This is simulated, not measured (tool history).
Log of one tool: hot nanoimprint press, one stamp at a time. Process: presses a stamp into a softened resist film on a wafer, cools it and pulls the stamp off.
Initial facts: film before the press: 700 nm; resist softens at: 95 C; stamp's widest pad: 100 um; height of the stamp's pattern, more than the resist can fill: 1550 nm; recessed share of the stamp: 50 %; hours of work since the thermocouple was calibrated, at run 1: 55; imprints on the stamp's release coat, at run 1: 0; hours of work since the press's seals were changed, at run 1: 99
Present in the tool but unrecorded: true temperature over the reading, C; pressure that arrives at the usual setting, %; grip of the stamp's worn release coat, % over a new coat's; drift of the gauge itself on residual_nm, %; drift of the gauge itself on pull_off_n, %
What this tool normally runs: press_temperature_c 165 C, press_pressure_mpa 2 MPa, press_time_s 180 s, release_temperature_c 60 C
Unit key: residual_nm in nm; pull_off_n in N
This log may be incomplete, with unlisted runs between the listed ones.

run,hour,press_temperature_c,press_pressure_mpa,press_time_s,release_temperature_c,hours of work since the thermocouple was calibrated,imprints on the stamp's release coat,hours of work since the press's seals were changed,residual_nm,pull_off_n
1,0,165,2,180,60,55,0,99,294.2,105.3
2,11.3,165,2,180,60,61,27,105,294,104.8
3,22,165,2,221,60,67,51,111,272.9,103.6
4,32.1,165,2,221,60,73,75,116,272.6,106
5,44.3,164,2,180,60,80,103,123,301.9,103.7
6,53.4,164,2,180,60,85,124,128,302.7,104.3
7,61.3,165,2,180,60,89,143,132,292.8,107
8,70.5,165,2,180,60,94,164,137,292.6,104.7
9,76.4,165,2,297,60,97,178,141,244.9,104.9
10,89.6,165,2,180,60,104,208,148,292.3,102.9
11,100.2,165,2,180,60,110,233,154,292.9,103.5
12,113.7,161,2,180,60,118,264,161,328.9,104.8
13,124.7,161,1.21,180,60,124,289,167,419,106.8
14,131.6,161,1.21,180,60,128,305,171,420,105.3
15,137.9,161,1.21,180,60,131,320,174,419,106.1
16,147.8,155,2.99,158,62,137,343,180,335.9,99.7
17,157.7,173,2.85,95,60,142,366,185,238.9,105.4

Run 18, settings as shown, results not yet in. Your forecast:
18,171.6,167,2,180,67,150,398,193,?,?

residual_nm: 273.1 nm
pull_off_n: 90.1 N
Take away the tool's hidden state, keep the run-to-run variation as it was, and the same run would have given residual_nm 276.4 nm, pull_off_n 90 N.

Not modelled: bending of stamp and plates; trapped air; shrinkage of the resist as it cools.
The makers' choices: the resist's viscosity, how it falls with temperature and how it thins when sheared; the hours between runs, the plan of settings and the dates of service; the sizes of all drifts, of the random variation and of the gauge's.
